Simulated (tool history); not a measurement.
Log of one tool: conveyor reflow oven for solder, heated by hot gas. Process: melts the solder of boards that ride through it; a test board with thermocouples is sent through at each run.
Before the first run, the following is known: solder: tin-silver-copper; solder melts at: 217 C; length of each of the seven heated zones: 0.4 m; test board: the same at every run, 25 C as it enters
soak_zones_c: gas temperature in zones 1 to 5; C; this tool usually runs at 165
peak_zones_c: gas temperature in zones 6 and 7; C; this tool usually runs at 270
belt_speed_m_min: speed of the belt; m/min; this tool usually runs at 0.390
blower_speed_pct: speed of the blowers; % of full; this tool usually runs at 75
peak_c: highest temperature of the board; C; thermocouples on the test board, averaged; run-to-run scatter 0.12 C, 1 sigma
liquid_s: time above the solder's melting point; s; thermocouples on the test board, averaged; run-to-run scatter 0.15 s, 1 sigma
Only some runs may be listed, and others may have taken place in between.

Run 1, hour 0.0: usual settings. Result: peak_c 258.4 C, liquid_s 96.3 s.
At hour 19.7: thermocouples of zones 6 and 7 changed.
Run 2, hour 49.6: usual settings. Result: peak_c 258.5 C, liquid_s 96.4 s.
Run 3, hour 113.5: usual settings. Result: peak_c 258.3 C, liquid_s 96.3 s.
Run 4, hour 176.4: usual settings. Result: peak_c 258.6 C, liquid_s 96.3 s.
Run 5, hour 253.0: usual settings. Result: peak_c 258.6 C, liquid_s 96.6 s.
Run 6, hour 291.3: usual settings. Result: peak_c 258.4 C, liquid_s 96.5 s.
At hour 309.5: flux residue cleaned out of gas plates and filters.
Run 7, hour 365.5: usual settings. Result: peak_c 258.5 C, liquid_s 96.5 s.
Run 8, hour 404.7: usual settings. Result: peak_c 258.6 C, liquid_s 96.7 s.
Run 9, hour 480.5: usual settings. Result: peak_c 258.5 C, liquid_s 96.4 s.
Run 10, hour 554.7: usual settings. Result: peak_c 258.5 C, liquid_s 96.2 s.
Run 11, hour 596.8: usual settings. Result: peak_c 258.4 C, liquid_s 96.2 s.
Run 12, hour 657.6: usual settings but peak_zones_c 267 C. Result: peak_c 255.7 C, liquid_s 93.5 s.
Run 13, hour 729.1: usual settings but peak_zones_c 267 C, belt_speed_m_min 0.351 m/min. Result: peak_c 258.3 C, liquid_s 108.6 s.
Run 14, hour 782.3: usual settings but soak_zones_c 176 C, belt_speed_m_min 0.331 m/min. Result: peak_c 263.3 C, liquid_s 126.7 s.
Run 15, hour 830.4: usual settings but soak_zones_c 161 C, peak_zones_c 271 C, belt_speed_m_min 0.465 m/min, blower_speed_pct 72 % of full. Result: peak_c 252.8 C, liquid_s 71.9 s.
Run 16, hour 871.4: usual settings but soak_zones_c 167 C, belt_speed_m_min 0.461 m/min. Result: peak_c 253.9 C, liquid_s 76.4 s.
Run 17, hour 906.1: usual settings but soak_zones_c 156 C, belt_speed_m_min 0.324 m/min, blower_speed_pct 55 % of full. Result: peak_c 258.6 C, liquid_s 112.2 s.
Run 18, hour 946.1: usual settings but soak_zones_c 152 C, belt_speed_m_min 0.466 m/min, blower_speed_pct 51 % of full. Result: peak_c 243.1 C, liquid_s 55.5 s.
At hour 964.7: belt drive overhauled, speed set with a stopwatch.
Run 19, hour 1019.1: usual settings but soak_zones_c 150 C, peak_zones_c 261 C. Result: peak_c 248.4 C, liquid_s 78.6 s.
Run 20, hour 1075.4: usual settings but soak_zones_c 155 C, peak_zones_c 285 C. Result: peak_c 271.3 C, liquid_s 102.3 s.
Run 21, hour 1147.2: usual settings but soak_zones_c 153 C, belt_speed_m_min 0.356 m/min, blower_speed_pct 84 % of full. Result: peak_c 260.9 C, liquid_s 104.5 s.
At hour 1158.2: flux residue cleaned out of gas plates and filters.
Run 22, hour 1225.7: usual settings but soak_zones_c 160 C, belt_speed_m_min 0.381 m/min. Result: peak_c 258.5 C, liquid_s 96.5 s.
Run 23, hour 1286.8: usual settings but soak_zones_c 174 C. Result: peak_c 259.7 C, liquid_s 101.9 s.
Run 24, hour 1343.8: usual settings but soak_zones_c 174 C. Result: peak_c 259.3 C, liquid_s 101.6 s.

Each row is a separate what-if for the run after 24, all from the same tool condition, not one after another. Results?
Run A, hour 1418.2: usual settings but soak_zones_c 162 C. Result: peak_c ?, liquid_s ?.
Run B, hour 1418.2: usual settings but peak_zones_c 276 C, belt_speed_m_min 0.339 m/min. Result: peak_c ?, liquid_s ?.
Run C, hour 1418.2: usual settings but peak_zones_c 275 C, belt_speed_m_min 0.317 m/min. Result: peak_c ?, liquid_s ?.
Run D, hour 1418.2: usual settings but soak_zones_c 170 C, peak_zones_c 278 C. Result: peak_c ?, liquid_s ?.
Run E, hour 1418.2: usual settings but soak_zones_c 160 C, belt_speed_m_min 0.334 m/min, blower_speed_pct 62 % of full. Result: peak_c ?, liquid_s ?.

run  peak_c  liquid_s
  A   258.0      94.6
  B   267.7     120.6
  C   268.0     130.5
  D   266.6     105.3
  E   259.7     112.0
Without the tool's unlogged condition, the same runs would have read:
run  peak_c  liquid_s
  A   258.1      94.6
  B   267.7     120.6
  C   268.0     130.5
  D   266.7     105.3
  E   259.8     112.0
